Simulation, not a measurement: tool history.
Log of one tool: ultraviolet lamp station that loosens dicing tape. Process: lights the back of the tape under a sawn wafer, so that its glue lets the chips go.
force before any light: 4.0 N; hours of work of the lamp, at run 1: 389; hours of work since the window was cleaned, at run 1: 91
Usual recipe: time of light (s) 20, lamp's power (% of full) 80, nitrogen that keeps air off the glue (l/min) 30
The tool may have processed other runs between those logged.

run   hour  time of light (s)  lamp's power (% of full)  nitrogen that keeps air off the glue (l/min)  hours of work of the lamp  hours of work since the window was cleaned  force that peels the tape off (N)  light that reached the tape (mJ/cm2)
  1    0.0                 20                        80                                            30                        389                                          91                              0.364                                   403
  2   24.8                 20                        80                                            30                        404                                         105                              0.362                                   409
  3   47.2                 20                        80                                            30                        417                                         119                              0.370                                   406
  4   58.7                 20                        80                                            17                        424                                         125                              0.482                                   401
  5   82.9                 20                        65                                            17                        438                                         140                              0.682                                   329
  6   97.8                 20                        65                                            17                        447                                         148                              0.689                                   329
  7  121.1                 20                        65                                            17                        460                                         162                              0.687                                   327
  8  143.3                 26                        65                                            17                        474                                         175                              0.434                                   426
  9  167.4                 20                        68                                            25                        488                                         190                              0.530                                   348
 10  185.1                 20                        68                                            19                        498                                         200                              0.601                                   346
 11  204.9                 20                        60                                            30                        510                                         212                              0.586                                   306
 12  219.3                 28                        75                                            10                        518                                         220                              0.422                                   523
 13  235.3                 28                        75                                            24                        528                                         230                              0.260                                   530
 14  248.2                 17                        87                                            32                        535                                         237                              0.403                                   376
 15  270.4                 17                        85                                            42                        549                                         250                              0.356                                   365
 16  292.7                 11                        86                                            14                        562                                         264                              1.179                                   237

Here are 5 independent what-if runs from the current tool condition. What would each one return?
  A  313.0                 11                        65                                            14                        574                                         276                                  ?                                     ?
  B  313.0                 13                        86                                            14                        574                                         276                                  ?                                     ?
  C  313.0                 39                        75                                            14                        574                                         276                                  ?                                     ?
  D  313.0                 33                        76                                            11                        574                                         276                                  ?                                     ?
  E  313.0                 16                        86                                            12                        574                                         276                                  ?                                     ?

run  force that peels the tape off (N)  light that reached the tape (mJ/cm2)
  A                              1.595                                   182
  B                              0.912                                   284
  C                              0.192                                   734
  D                              0.280                                   628
  E                              0.748                                   347
With the hidden condition removed and each run's random variation left untouched, the same runs would have given:
run  force that peels the tape off (N)  light that reached the tape (mJ/cm2)
  A                              1.591                                   183
  B                              0.908                                   285
  C                              0.192                                   737
  D                              0.279                                   630
  E                              0.744                                   348

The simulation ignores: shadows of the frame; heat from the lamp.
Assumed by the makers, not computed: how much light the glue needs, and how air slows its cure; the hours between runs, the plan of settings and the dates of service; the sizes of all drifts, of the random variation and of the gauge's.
